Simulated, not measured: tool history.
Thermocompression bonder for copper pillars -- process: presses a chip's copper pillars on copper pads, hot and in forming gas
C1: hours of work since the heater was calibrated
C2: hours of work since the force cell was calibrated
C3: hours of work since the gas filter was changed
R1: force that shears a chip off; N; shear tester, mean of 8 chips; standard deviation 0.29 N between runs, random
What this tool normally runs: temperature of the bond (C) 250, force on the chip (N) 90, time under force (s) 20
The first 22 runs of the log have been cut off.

{"run": 23, "hour": 373.4, "temperature of the bond (C)": 250, "force on the chip (N)": 93, "time under force (s)": 37, "C1": 909, "C2": 522, "C3": 408, "R1": 78.1}
{"run": 24, "hour": 388.0, "temperature of the bond (C)": 250, "force on the chip (N)": 68, "time under force (s)": 38, "C1": 915, "C2": 528, "C3": 414, "R1": 57.9}
{"run": 25, "hour": 405.7, "temperature of the bond (C)": 237, "force on the chip (N)": 73, "time under force (s)": 20, "C1": 923, "C2": 535, "C3": 422, "R1": 40.5}
{"run": 26, "hour": 427.2, "temperature of the bond (C)": 240, "force on the chip (N)": 79, "time under force (s)": 12, "C1": 932, "C2": 544, "C3": 431, "R1": 37.6}
{"hour": 431.2, "done": "heater calibrated with a thermocouple chip"}
{"run": 27, "hour": 439.9, "temperature of the bond (C)": 250, "force on the chip (N)": 101, "time under force (s)": 20, "C1": 4, "C2": 549, "C3": 436, "R1": 67.7}
{"run": 28, "hour": 458.3, "temperature of the bond (C)": 250, "force on the chip (N)": 101, "time under force (s)": 20, "C1": 12, "C2": 557, "C3": 444, "R1": 67.6}
{"run": 29, "hour": 481.4, "temperature of the bond (C)": 250, "force on the chip (N)": 101, "time under force (s)": 20, "C1": 21, "C2": 567, "C3": 453, "R1": 68.3}
{"run": 30, "hour": 503.4, "temperature of the bond (C)": 250, "force on the chip (N)": 101, "time under force (s)": 20, "C1": 31, "C2": 576, "C3": 463, "R1": 68}
{"run": 31, "hour": 522.2, "temperature of the bond (C)": 245, "force on the chip (N)": 101, "time under force (s)": 20, "C1": 39, "C2": 584, "C3": 471, "R1": 63.6}
{"run": 32, "hour": 540.9, "temperature of the bond (C)": 268, "force on the chip (N)": 56, "time under force (s)": 27, "C1": 47, "C2": 592, "C3": 479, "R1": 49.8}
{"hour": 552.3, "done": "heater calibrated with a thermocouple chip, once more"}
{"hour": 560.2, "done": "forming gas filter changed"}
{"run": 33, "hour": 563.7, "temperature of the bond (C)": 268, "force on the chip (N)": 57, "time under force (s)": 56, "C1": 5, "C2": 601, "C3": 1, "R1": 75.8}
{"run": 34, "hour": 574.1, "temperature of the bond (C)": 235, "force on the chip (N)": 92, "time under force (s)": 20, "C1": 9, "C2": 605, "C3": 6, "R1": 58}
{"run": 35, "hour": 592.7, "temperature of the bond (C)": 280, "force on the chip (N)": 99, "time under force (s)": 29, "C1": 17, "C2": 613, "C3": 14, "R1": 109.5}
{"run": 36, "hour": 605.7, "temperature of the bond (C)": 280, "force on the chip (N)": 88, "time under force (s)": 20, "C1": 23, "C2": 619, "C3": 19, "R1": 92.1}
{"run": 37, "hour": 616.7, "temperature of the bond (C)": 280, "force on the chip (N)": 88, "time under force (s)": 20, "C1": 27, "C2": 624, "C3": 24, "R1": 91.3}
{"run": 38, "hour": 626.4, "temperature of the bond (C)": 222, "force on the chip (N)": 82, "time under force (s)": 57, "C1": 31, "C2": 628, "C3": 28, "R1": 62.5}
{"run": 39, "hour": 638.2, "temperature of the bond (C)": 244, "force on the chip (N)": 90, "time under force (s)": 23, "C1": 36, "C2": 633, "C3": 33, "R1": 67.1}
{"run": 40, "hour": 657.1, "temperature of the bond (C)": 267, "force on the chip (N)": 55, "time under force (s)": 54, "C1": 45, "C2": 641, "C3": 41, "R1": 71.7}

4 options for the next run, each taken on its own from the tool as it stands now. Forecast them:
{"run": "A", "hour": 678.7, "temperature of the bond (C)": 237, "force on the chip (N)": 55, "time under force (s)": 35, "C1": 54, "C2": 650, "C3": 51, "R1": "?"}
{"run": "B", "hour": 678.7, "temperature of the bond (C)": 267, "force on the chip (N)": 55, "time under force (s)": 44, "C1": 54, "C2": 650, "C3": 51, "R1": "?"}
{"run": "C", "hour": 678.7, "temperature of the bond (C)": 267, "force on the chip (N)": 56, "time under force (s)": 20, "C1": 54, "C2": 650, "C3": 51, "R1": "?"}
{"run": "D", "hour": 678.7, "temperature of the bond (C)": 267, "force on the chip (N)": 55, "time under force (s)": 20, "C1": 54, "C2": 650, "C3": 51, "R1": "?"}

run=A R1=40.2
run=B R1=65.7
run=C R1=49.9
run=D R1=49.3
The same runs, with their run-to-run variation unchanged, on a tool lacking any hidden condition would have given:
run=A R1=39.4
run=B R1=64.7
run=C R1=49
run=D R1=48.3
